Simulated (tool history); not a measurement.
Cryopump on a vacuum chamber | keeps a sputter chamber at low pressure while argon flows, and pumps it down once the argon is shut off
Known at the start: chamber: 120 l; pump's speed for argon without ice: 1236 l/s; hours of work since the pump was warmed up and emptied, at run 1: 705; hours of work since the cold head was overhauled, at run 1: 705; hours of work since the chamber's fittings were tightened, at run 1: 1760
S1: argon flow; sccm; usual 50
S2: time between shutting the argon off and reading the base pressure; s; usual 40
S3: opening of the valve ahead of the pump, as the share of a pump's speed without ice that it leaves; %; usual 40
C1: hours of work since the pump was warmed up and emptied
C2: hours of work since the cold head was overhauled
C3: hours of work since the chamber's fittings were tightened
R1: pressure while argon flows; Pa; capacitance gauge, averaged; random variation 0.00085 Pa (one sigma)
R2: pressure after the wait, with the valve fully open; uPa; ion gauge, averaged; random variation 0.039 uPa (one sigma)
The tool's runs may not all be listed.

run    hour  S1   S2  S3   C1    C2    C3      R1    R2
  1       0  50   40  40  705   705  1760  0.1796  2.68
  2    23.2  50   40  40  722   722  1777  0.1804  2.76
  3    71.7  50   40  40  758   758  1812  0.1801  2.79
  4   100.4  50   40  40  779   779  1833  0.1811   2.8
  5   127.1  50   40  17  798   798  1853  0.4138  2.86
  6   156.8  39   40  17  820   820  1875   0.322  2.75
  7   180.1  39   40  17  837   837  1892  0.3229   2.8
      189.3  -- pump warmed up, emptied and cooled again
  8     212  39   40  17   17   857  1911  0.3161  2.68
  9   251.3  39   40  17   46   886  1940  0.3142  2.65
 10   281.5  39   40  17   68   908  1962  0.3155   2.7
 11   320.5  39   40  17   96   936  1991  0.3106  2.71
 12   341.2  39   40  17  111   952  2006   0.314   2.7
 13   361.6  50   40  24  126   967  2021  0.2883   2.7
 14   383.7  50   40  40  143   983  2037   0.174  2.77
 15   426.4  50   40  40  174  1014  2069   0.173  2.72
 16   470.5  60   40  40  206  1046  2101  0.2112  2.72
 17   515.4  60   40  40  239  1079  2134  0.2121  2.72
 18   563.4  60   40  40  274  1115  2169  0.2098   2.7
 19     596  39   52  25  298  1139  2193  0.2168  2.27
 20   622.5  39   48  15  318  1158  2213  0.3605  2.43
 21   668.1  50   35  22  351  1191  2246  0.3169  3.09
 22   712.5  50  167  25  384  1224  2279  0.2778  1.26
 23     748  26   30  47  410  1250  2305  0.0783  3.44
 24   793.1  21   93  55  443  1283  2338  0.0542  1.68
 25   833.3  24  255  15  472  1313  2367  0.2224  1.12
 26   878.7  50   34  56  506  1346  2400  0.1285   3.2
 27   901.4  50   34  56  522  1362  2417  0.1283  3.22
 28   941.4  32   22  56  552  1392  2446  0.0826  4.41
 29   964.7  80   33  40  569  1409  2464  0.2862  3.32
 30  1013.9  94   74  27  605  1445  2500  0.4904  1.92
 31  1036.3  25   40  33  621  1461  2516  0.1093  2.96
 32  1085.7  25   40  33  658  1498  2552   0.109  2.93
 33  1126.8  25   40  33  688  1528  2582  0.1088  2.91
 34  1166.5  70   23  20  717  1557  2612  0.4888  4.38
 35    1198  70   23  20  740  1580  2635  0.4919  4.38

Hidden state at the last listed run before each entry between runs and at the first one after, where it differs:
Between runs 7 and 8: pump warmed up, emptied and cooled again (hour 189.3)
  pump's speed, % of a pump's without ice: 87 -> 99.1; leak into the chamber, uPa l/s: 799 -> 804
  measured less the result without the state, R1: +0.0084 -> +0.0009 Pa; R2: +0.51 -> +0.42 uPa
